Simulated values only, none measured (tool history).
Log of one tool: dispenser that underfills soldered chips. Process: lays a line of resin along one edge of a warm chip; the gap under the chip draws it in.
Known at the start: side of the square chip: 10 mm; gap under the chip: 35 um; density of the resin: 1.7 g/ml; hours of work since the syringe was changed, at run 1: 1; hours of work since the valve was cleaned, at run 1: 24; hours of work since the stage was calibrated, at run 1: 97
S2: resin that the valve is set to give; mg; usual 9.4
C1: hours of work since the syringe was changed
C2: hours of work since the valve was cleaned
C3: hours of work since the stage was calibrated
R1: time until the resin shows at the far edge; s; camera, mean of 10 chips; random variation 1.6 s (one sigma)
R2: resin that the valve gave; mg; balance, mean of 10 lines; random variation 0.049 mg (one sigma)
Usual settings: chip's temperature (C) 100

run 1 hour=0 | chip's_temperature_(C)=100 S2=9.4 | C1=1 C2=24 C3=97 | R1=178.1 R2=9.34
run 2 hour=4.9 | chip's_temperature_(C)=100 S2=9.4 | C1=4 C2=27 C3=100 | R1=230.9 R2=9.17
run 3 hour=9.9 | chip's_temperature_(C)=100 S2=9.4 | C1=7 C2=30 C3=104 | R1=298.2 R2=9.19
-- hour=15.2 new syringe of resin
run 4 hour=15.4 | chip's_temperature_(C)=100 S2=9.43 | C1=0 C2=33 C3=107 | R1=166.9 R2=9.24
run 5 hour=19.8 | chip's_temperature_(C)=100 S2=9.43 | C1=3 C2=36 C3=110 | R1=209.4 R2=9.19
run 6 hour=22.5 | chip's_temperature_(C)=100 S2=9.43 | C1=5 C2=38 C3=111 | R1=241.8 R2=9.26
run 7 hour=28.1 | chip's_temperature_(C)=100 S2=11.31 | C1=8 C2=41 C3=115 | R1=311.1 R2=11.02
run 8 hour=31.4 | chip's_temperature_(C)=100 S2=11.31 | C1=10 C2=43 C3=117 | R1=371.4 R2=10.95
-- hour=31.9 new syringe of resin
run 9 hour=35.1 | chip's_temperature_(C)=100 S2=11.31 | C1=2 C2=45 C3=119 | R1=189.6 R2=10.95
run 10 hour=39.1 | chip's_temperature_(C)=100 S2=11.31 | C1=4 C2=48 C3=121 | R1=235.5 R2=11.03
run 11 hour=44.4 | chip's_temperature_(C)=100 S2=11.31 | C1=8 C2=51 C3=125 | R1=312.7 R2=10.96
-- hour=48.8 new syringe of resin
run 12 hour=49.6 | chip's_temperature_(C)=100 S2=9.22 | C1=1 C2=54 C3=128 | R1=176.4 R2=8.92
run 13 hour=54.2 | chip's_temperature_(C)=100 S2=9.4 | C1=3 C2=57 C3=131 | R1=219.9 R2=9.05
run 14 hour=58 | chip's_temperature_(C)=100 S2=9.4 | C1=6 C2=59 C3=133 | R1=273.4 R2=9.09
run 15 hour=60.8 | chip's_temperature_(C)=108 S2=9.4 | C1=7 C2=61 C3=135 | R1=234.4 R2=9.09
-- hour=65.5 new syringe of resin
run 16 hour=67.2 | chip's_temperature_(C)=100 S2=9.4 | C1=1 C2=65 C3=139 | R1=182.2 R2=9.12
run 17 hour=70.7 | chip's_temperature_(C)=100 S2=9.4 | C1=3 C2=67 C3=141 | R1=222.5 R2=8.99
run 18 hour=74.7 | chip's_temperature_(C)=100 S2=9.4 | C1=6 C2=70 C3=143 | R1=273 R2=9.04
run 19 hour=80.4 | chip's_temperature_(C)=100 S2=9.4 | C1=9 C2=73 C3=147 | R1=361.3 R2=9.07
-- hour=82.2 new syringe of resin
run 20 hour=86.9 | chip's_temperature_(C)=104 S2=9.4 | C1=3 C2=77 C3=151 | R1=182.1 R2=8.94
run 21 hour=92.2 | chip's_temperature_(C)=104 S2=9.4 | C1=6 C2=80 C3=154 | R1=241.3 R2=8.99
run 22 hour=94.9 | chip's_temperature_(C)=104 S2=9.4 | C1=8 C2=82 C3=156 | R1=272.3 R2=8.98
-- hour=98.9 new syringe of resin
run 23 hour=100.4 | chip's_temperature_(C)=104 S2=9.4 | C1=1 C2=85 C3=159 | R1=156 R2=9.01
run 24 hour=106.7 | chip's_temperature_(C)=91 S2=11.72 | C1=5 C2=89 C3=163 | R1=327.1 R2=11.19
run 25 hour=112.6 | chip's_temperature_(C)=91 S2=11.72 | C1=9 C2=93 C3=167 | R1=452.5 R2=11.13
-- hour=115.7 new syringe of resin
run 26 hour=118.3 | chip's_temperature_(C)=91 S2=11.72 | C1=2 C2=96 C3=170 | R1=245.1 R2=11.1
run 27 hour=122.4 | chip's_temperature_(C)=101 S2=9.22 | C1=4 C2=99 C3=173 | R1=226.1 R2=8.83
run 28 hour=128.3 | chip's_temperature_(C)=101 S2=9.22 | C1=8 C2=103 C3=176 | R1=305.7 R2=8.73
-- hour=132.5 new syringe of resin
run 29 hour=134.4 | chip's_temperature_(C)=101 S2=9.22 | C1=1 C2=106 C3=180 | R1=179.8 R2=8.75
run 30 hour=138.5 | chip's_temperature_(C)=100 S2=11.11 | C1=4 C2=109 C3=182 | R1=221.7 R2=10.51
run 31 hour=142.2 | chip's_temperature_(C)=96 S2=10.76 | C1=6 C2=111 C3=185 | R1=306.3 R2=10.1
run 32 hour=148.3 | chip's_temperature_(C)=104 S2=11.65 | C1=10 C2=115 C3=189 | R1=316.6 R2=10.98
-- hour=149.4 new syringe of resin
run 33 hour=152.2 | chip's_temperature_(C)=88 S2=8.22 | C1=2 C2=117 C3=191 | R1=316.4 R2=7.72
run 34 hour=156.4 | chip's_temperature_(C)=92 S2=8.42 | C1=4 C2=120 C3=193 | R1=331 R2=7.79
run 35 hour=159.4 | chip's_temperature_(C)=100 S2=9.43 | C1=6 C2=122 C3=195 | R1=282.9 R2=8.85

5 ways to go on from here, each from the tool as it stands after run 35. What would each give?
run A hour=161.9 | chip's_temperature_(C)=100 S2=8.73 | C1=8 C2=123 C3=197 | R1=? R2=?
run B hour=161.9 | chip's_temperature_(C)=110 S2=9.4 | C1=8 C2=123 C3=197 | R1=? R2=?
run C hour=161.9 | chip's_temperature_(C)=106 S2=9.4 | C1=8 C2=123 C3=197 | R1=? R2=?
run D hour=161.9 | chip's_temperature_(C)=93 S2=10.07 | C1=8 C2=123 C3=197 | R1=? R2=?
run E hour=161.9 | chip's_temperature_(C)=93 S2=10.89 | C1=8 C2=123 C3=197 | R1=? R2=?

run=A R1=325.8 R2=8.16
run=B R1=230 R2=8.77
run=C R1=259.5 R2=8.76
run=D R1=420.7 R2=9.36
run=E R1=406.7 R2=10.19
Without the tool's hidden state the same runs would have given:
run=A R1=162.6 R2=8.74
run=B R1=115.5 R2=9.39
run=C R1=130.5 R2=9.37
run=D R1=211.4 R2=10.02
run=E R1=205 R2=10.9
